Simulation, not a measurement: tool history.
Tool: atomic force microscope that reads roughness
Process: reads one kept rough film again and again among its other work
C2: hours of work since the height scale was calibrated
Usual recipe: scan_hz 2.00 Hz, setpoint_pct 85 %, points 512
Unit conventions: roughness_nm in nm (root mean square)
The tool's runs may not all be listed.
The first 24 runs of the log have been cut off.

{"run": 25, "hour": 964.7, "scan_hz": 0.87, "setpoint_pct": 85, "points": 512, "pictures with this tip": 107, "C2": 1045, "roughness_nm": 2.274}
{"run": 26, "hour": 1004.2, "scan_hz": 2.0, "setpoint_pct": 87, "points": 512, "pictures with this tip": 158, "C2": 1063, "roughness_nm": 1.963}
{"run": 27, "hour": 1052.1, "scan_hz": 2.0, "setpoint_pct": 87, "points": 512, "pictures with this tip": 219, "C2": 1084, "roughness_nm": 1.964}
{"run": 28, "hour": 1078.8, "scan_hz": 0.79, "setpoint_pct": 70, "points": 512, "pictures with this tip": 253, "C2": 1096, "roughness_nm": 2.453}
{"hour": 1100.7, "done": "new tip fitted"}
{"run": 29, "hour": 1126.4, "scan_hz": 0.7, "setpoint_pct": 85, "points": 512, "pictures with this tip": 33, "C2": 1117, "roughness_nm": 2.367}
{"run": 30, "hour": 1163.2, "scan_hz": 1.77, "setpoint_pct": 85, "points": 613, "pictures with this tip": 80, "C2": 1134, "roughness_nm": 2.066}
{"run": 31, "hour": 1199.4, "scan_hz": 1.77, "setpoint_pct": 85, "points": 613, "pictures with this tip": 126, "C2": 1150, "roughness_nm": 2.046}
{"run": 32, "hour": 1235.2, "scan_hz": 1.3, "setpoint_pct": 67, "points": 480, "pictures with this tip": 172, "C2": 1166, "roughness_nm": 2.387}
{"run": 33, "hour": 1284.1, "scan_hz": 1.46, "setpoint_pct": 76, "points": 742, "pictures with this tip": 235, "C2": 1188, "roughness_nm": 2.289}
{"hour": 1323.9, "done": "new tip fitted"}
{"run": 34, "hour": 1332.4, "scan_hz": 1.46, "setpoint_pct": 76, "points": 742, "pictures with this tip": 11, "C2": 1209, "roughness_nm": 2.277}
{"run": 35, "hour": 1357.4, "scan_hz": 1.18, "setpoint_pct": 85, "points": 258, "pictures with this tip": 43, "C2": 1220, "roughness_nm": 2.156}
{"run": 36, "hour": 1407.7, "scan_hz": 1.94, "setpoint_pct": 89, "points": 514, "pictures with this tip": 108, "C2": 1243, "roughness_nm": 1.948}
{"run": 37, "hour": 1455.7, "scan_hz": 1.19, "setpoint_pct": 66, "points": 978, "pictures with this tip": 169, "C2": 1264, "roughness_nm": 2.419}
{"run": 38, "hour": 1500.5, "scan_hz": 1.19, "setpoint_pct": 66, "points": 978, "pictures with this tip": 227, "C2": 1284, "roughness_nm": 2.43}
{"hour": 1543.1, "done": "new tip fitted"}
{"run": 39, "hour": 1543.1, "scan_hz": 0.92, "setpoint_pct": 67, "points": 299, "pictures with this tip": 0, "C2": 1303, "roughness_nm": 2.446}
{"run": 40, "hour": 1583.9, "scan_hz": 0.92, "setpoint_pct": 67, "points": 299, "pictures with this tip": 52, "C2": 1322, "roughness_nm": 2.431}
{"run": 41, "hour": 1617.2, "scan_hz": 2.0, "setpoint_pct": 77, "points": 621, "pictures with this tip": 95, "C2": 1336, "roughness_nm": 2.172}
{"run": 42, "hour": 1668.2, "scan_hz": 1.08, "setpoint_pct": 74, "points": 621, "pictures with this tip": 160, "C2": 1359, "roughness_nm": 2.376}
{"run": 43, "hour": 1715.5, "scan_hz": 2.93, "setpoint_pct": 72, "points": 410, "pictures with this tip": 221, "C2": 1380, "roughness_nm": 2.1}
{"hour": 1765.2, "done": "new tip fitted"}
{"run": 44, "hour": 1771.1, "scan_hz": 2.0, "setpoint_pct": 83, "points": 261, "pictures with this tip": 8, "C2": 1405, "roughness_nm": 2.041}
{"run": 45, "hour": 1800.2, "scan_hz": 2.89, "setpoint_pct": 69, "points": 512, "pictures with this tip": 45, "C2": 1418, "roughness_nm": 2.178}
{"run": 46, "hour": 1830.8, "scan_hz": 2.89, "setpoint_pct": 86, "points": 512, "pictures with this tip": 84, "C2": 1432, "roughness_nm": 1.796}
{"run": 47, "hour": 1864.5, "scan_hz": 0.64, "setpoint_pct": 86, "points": 717, "pictures with this tip": 127, "C2": 1447, "roughness_nm": 2.364}
{"run": 48, "hour": 1887.5, "scan_hz": 0.64, "setpoint_pct": 74, "points": 724, "pictures with this tip": 157, "C2": 1457, "roughness_nm": 2.476}
{"run": 49, "hour": 1931.2, "scan_hz": 2.03, "setpoint_pct": 59, "points": 767, "pictures with this tip": 213, "C2": 1477, "roughness_nm": 2.435}

Predict the results of run 50:
{"run": 50, "hour": 1956.0, "scan_hz": 2.47, "setpoint_pct": 79, "points": 354, "pictures with this tip": 245, "C2": 1488, "roughness_nm": "?"}

{"run 50": {"roughness_nm": 2.025}}
Minus the tool's unlogged condition, the same run would have read roughness_nm 2.029 nm (root mean square).
